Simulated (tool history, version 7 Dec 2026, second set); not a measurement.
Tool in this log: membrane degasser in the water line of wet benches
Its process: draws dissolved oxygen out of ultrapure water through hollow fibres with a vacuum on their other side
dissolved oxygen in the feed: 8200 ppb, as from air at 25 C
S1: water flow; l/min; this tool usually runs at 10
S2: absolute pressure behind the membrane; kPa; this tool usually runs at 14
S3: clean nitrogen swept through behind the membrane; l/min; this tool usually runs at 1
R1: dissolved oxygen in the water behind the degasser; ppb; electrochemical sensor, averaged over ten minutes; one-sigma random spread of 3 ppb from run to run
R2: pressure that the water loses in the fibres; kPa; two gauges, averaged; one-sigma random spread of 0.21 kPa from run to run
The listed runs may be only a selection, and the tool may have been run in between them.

run	hour	S1	S2	S3	R1	R2
1	0	10	14	1	306.9	49.13
2	87.8	10	14	1	308.2	48.94
3	174.8	10	14	1	311.2	49.18
4	213.5	10	14	1	317.5	49.39
5	284.8	10	14	1	303	49.36
6	360.1	10	14	1	309.1	49.38
7	403.6	10	14	1	308.8	49.07
8	453.5	10	15.5	1	347.1	49.01
9	523.6	10	14	1	306	48.94
10	579.4	10	14	1	316.8	49.34
11	635.5	10	14	1	313.9	49.08
12	678	10	14	1	314.6	49.41
13	738.2	10	14	1	308.1	49.04
14	803.7	10	14	1	310.7	49.39
# hour 810: seals of the vacuum lines changed
15	891.3	10	14	1	308.5	49.07
16	980.9	10	17.8	2.26	213.6	49.54
17	1061	7	10.2	0.72	180.8	34.38
18	1116.6	8	11.4	1	189.2	39.47
# hour 1123.3: vacuum gauge calibrated
19	1199.8	7	17	1	254.3	34.35
20	1254.5	6	10.4	1	120.6	29.56
21	1326.4	6	10.4	0.9	132.2	29.59
22	1414.1	10	14	0.45	565.9	49.33
# hour 1473.8: vacuum gauge calibrated, once more
23	1492.6	10	20.4	2.31	232.3	49.45
24	1558.1	10	22.1	2.57	231.1	49.59
25	1626.6	11	14	1	343.3	54.55
26	1713.9	11	14	1	347.2	54.28
27	1774.3	11	14	1	340.1	54.56

Alternative continuations, all from the tool just after run 27; predict every row:
A	1837.5	10	14.2	1.66	?	?
B	1837.5	11	14.7	1.54	?	?
C	1837.5	11	14	1	?	?

run	R1	R2
A	210.9	49.66
B	268.8	54.39
C	340.3	54.32
Without the tool's hidden state the same runs would have given:
run	R1	R2
A	204.8	48.86
B	261.4	53.51
C	332.5	53.44
